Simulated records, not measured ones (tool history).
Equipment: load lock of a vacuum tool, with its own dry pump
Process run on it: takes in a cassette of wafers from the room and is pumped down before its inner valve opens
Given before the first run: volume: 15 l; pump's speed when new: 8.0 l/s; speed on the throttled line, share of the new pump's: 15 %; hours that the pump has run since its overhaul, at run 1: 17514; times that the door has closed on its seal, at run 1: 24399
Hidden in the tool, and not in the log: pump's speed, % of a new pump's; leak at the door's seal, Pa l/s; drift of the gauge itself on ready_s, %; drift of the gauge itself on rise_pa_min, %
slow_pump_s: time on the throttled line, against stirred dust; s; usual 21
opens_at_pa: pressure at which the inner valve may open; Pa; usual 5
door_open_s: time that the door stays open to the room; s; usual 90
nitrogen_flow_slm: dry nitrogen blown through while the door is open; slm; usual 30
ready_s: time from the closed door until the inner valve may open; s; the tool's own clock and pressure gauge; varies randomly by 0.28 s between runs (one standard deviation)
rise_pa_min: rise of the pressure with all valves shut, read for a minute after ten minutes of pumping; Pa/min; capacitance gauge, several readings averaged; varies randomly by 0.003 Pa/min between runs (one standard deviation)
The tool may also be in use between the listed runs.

run	hour	slow_pump_s	opens_at_pa	door_open_s	nitrogen_flow_slm	hours that the pump has run since its overhaul	times that the door has closed on its seal	incoming humidity of the room's air, %	ready_s	rise_pa_min
1	0.0	21	5	90	30	17514	24399	49.3	38.8	0.182
2	155.5	21	5	90	9	17669	24716	44.6	39.3	0.193
3	381.5	21	5	90	9	17895	25177	45.2	39.5	0.202
4	713.3	21	5	90	9	18227	25853	43.9	39.3	0.208
5	971.2	21	5	90	9	18485	26379	50.1	39.6	0.217
6	1194.8	38	5	90	30	18708	26835	47.2	53.2	0.200
7	1417.8	21	5	90	30	18931	27290	45.5	39.4	0.195
8	1745.3	21	5	90	30	19259	27957	42.6	40.2	0.204
9	1955.3	21	5	90	30	19469	28385	46.0	39.9	0.213
10	2173.8	21	5	90	6	19687	28831	47.3	39.3	0.244
11	2450.4	21	5	90	6	19964	29394	48.1	39.9	0.245
12	2689.6	21	5	90	30	20203	29882	42.2	39.8	0.226
13	2942.7	15	5	90	30	20456	30398	46.5	35.2	0.224
14	3276.1	20	5	90	30	20790	31078	45.3	39.2	0.232
15	3508.7	21	5	90	30	21022	31552	46.4	40.0	0.236
16	3847.9	21	5	90	30	21362	32243	48.0	40.4	0.252
17	4124.5	21	5	90	30	21638	32807	43.0	40.2	0.248
18	4287.0	21	5	90	30	21801	33138	44.2	39.9	0.251
19	4596.2	16	4	90	42	22110	33769	41.8	36.9	0.251
20	4807.6	36	4	162	42	22321	34200	43.6	53.0	0.265
21	5063.9	21	5	181	45	22577	34722	44.4	40.3	0.274
22	5282.8	21	5	184	5	22796	35169	41.9	40.5	0.312
23	5642.7	21	5	184	5	23156	35902	50.1	40.6	0.342
# hour 5728.3: dry pump taken out, an overhauled one fitted
24	5881.2	21	5	184	5	153	36376	41.9	36.3	0.327
25	6148.9	30	8	171	30	421	36922	43.7	43.6	0.299
26	6327.1	21	6	168	30	599	37285	43.5	35.5	0.301
27	6610.6	25	5	90	18	882	37863	44.8	40.1	0.310
28	6883.1	25	5	90	18	1155	38419	43.0	39.6	0.319
29	7206.7	21	5	55	18	1478	39078	42.5	36.9	0.318
30	7480.4	16	5	226	10	1752	39636	44.2	32.6	0.360
31	7829.7	24	8	103	30	2101	40348	42.5	38.0	0.323
32	8085.0	13	5	90	5	2357	40869	44.0	30.1	0.362
33	8320.7	14	5	84	5	2592	41349	45.6	30.9	0.369
34	8667.5	19	5	84	5	2939	42056	44.4	35.1	0.361
35	8982.2	19	9	84	34	3254	42698	44.1	34.0	0.346
36	9212.4	21	5	90	5	3484	43167	45.3	36.6	0.388

The same runs without the tool's hidden state, with the same run-to-run variation:
run	ready_s	rise_pa_min
1	36.2	0.038
2	36.6	0.047
3	36.7	0.049
4	36.5	0.053
5	36.8	0.057
6	50.9	0.034
7	36.5	0.031
8	37.2	0.034
9	36.8	0.037
10	36.2	0.065
11	36.8	0.060
12	36.6	0.037
13	31.8	0.033
14	35.9	0.032
15	36.8	0.031
16	37.0	0.040
17	36.8	0.031
18	36.5	0.031
19	33.1	0.027
20	49.8	0.038
21	36.7	0.037
22	36.9	0.071
23	36.9	0.096
24	36.5	0.079
25	43.7	0.042
26	35.7	0.041
27	40.2	0.041
28	39.7	0.045
29	37.0	0.034
30	32.6	0.078
31	38.0	0.033
32	30.1	0.061
33	30.8	0.064
34	35.0	0.050
35	33.8	0.033
36	36.4	0.058

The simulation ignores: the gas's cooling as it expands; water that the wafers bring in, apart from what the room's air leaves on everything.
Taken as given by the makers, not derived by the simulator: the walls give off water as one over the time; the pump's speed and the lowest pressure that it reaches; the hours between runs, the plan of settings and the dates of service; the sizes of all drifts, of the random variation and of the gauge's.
